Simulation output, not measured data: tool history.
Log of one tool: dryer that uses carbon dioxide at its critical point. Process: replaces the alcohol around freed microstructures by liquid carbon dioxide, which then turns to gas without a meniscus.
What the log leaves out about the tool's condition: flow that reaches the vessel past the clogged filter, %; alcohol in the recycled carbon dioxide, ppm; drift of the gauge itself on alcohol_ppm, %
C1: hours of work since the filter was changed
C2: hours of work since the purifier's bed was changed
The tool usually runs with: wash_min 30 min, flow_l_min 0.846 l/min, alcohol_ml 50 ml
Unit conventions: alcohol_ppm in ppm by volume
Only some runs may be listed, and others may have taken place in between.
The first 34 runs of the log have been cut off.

run 35 hour=860.9 | wash_min=30 flow_l_min=0.515 alcohol_ml=22 | C1=56 C2=717 | alcohol_ppm=255
run 36 hour=886 | wash_min=30 flow_l_min=0.93 alcohol_ml=62 | C1=74 C2=735 | alcohol_ppm=111
run 37 hour=908.9 | wash_min=24 flow_l_min=0.53 alcohol_ml=71 | C1=91 C2=752 | alcohol_ppm=1147
-- hour=938.2 purifier's bed changed
run 38 hour=941.1 | wash_min=28 flow_l_min=0.846 alcohol_ml=82 | C1=112 C2=2 | alcohol_ppm=116
run 39 hour=968.1 | wash_min=44 flow_l_min=0.846 alcohol_ml=50 | C1=132 C2=22 | alcohol_ppm=11
run 40 hour=998 | wash_min=44 flow_l_min=0.846 alcohol_ml=85 | C1=153 C2=44 | alcohol_ppm=14
run 41 hour=1014.8 | wash_min=33 flow_l_min=0.517 alcohol_ml=55 | C1=166 C2=56 | alcohol_ppm=393
run 42 hour=1032.7 | wash_min=33 flow_l_min=1.104 alcohol_ml=62 | C1=179 C2=69 | alcohol_ppm=26
run 43 hour=1048.7 | wash_min=30 flow_l_min=0.596 alcohol_ml=50 | C1=190 C2=80 | alcohol_ppm=312
run 44 hour=1066 | wash_min=20 flow_l_min=0.596 alcohol_ml=44 | C1=203 C2=93 | alcohol_ppm=949
-- hour=1073.7 inlet filter changed
run 45 hour=1099.1 | wash_min=20 flow_l_min=0.596 alcohol_ml=44 | C1=18 C2=116 | alcohol_ppm=707
run 46 hour=1122.6 | wash_min=24 flow_l_min=0.846 alcohol_ml=56 | C1=36 C2=134 | alcohol_ppm=152
run 47 hour=1150.5 | wash_min=23 flow_l_min=0.846 alcohol_ml=105 | C1=56 C2=154 | alcohol_ppm=315

Branching from run 47: 4 alternative next runs. What would each branch give?
run A hour=1165.1 | wash_min=19 flow_l_min=0.846 alcohol_ml=105 | C1=67 C2=164 | alcohol_ppm=?
run B hour=1165.1 | wash_min=23 flow_l_min=0.846 alcohol_ml=55 | C1=67 C2=164 | alcohol_ppm=?
run C hour=1165.1 | wash_min=43 flow_l_min=1.292 alcohol_ml=32 | C1=67 C2=164 | alcohol_ppm=?
run D hour=1165.1 | wash_min=23 flow_l_min=0.687 alcohol_ml=105 | C1=67 C2=164 | alcohol_ppm=?

run=A alcohol_ppm=695
run=B alcohol_ppm=189
run=C alcohol_ppm=24
run=D alcohol_ppm=755
With the hidden condition removed and each run's random variation left untouched, the same runs would have given:
run=A alcohol_ppm=569
run=B alcohol_ppm=138
run=C alcohol_ppm=4
run=D alcohol_ppm=622
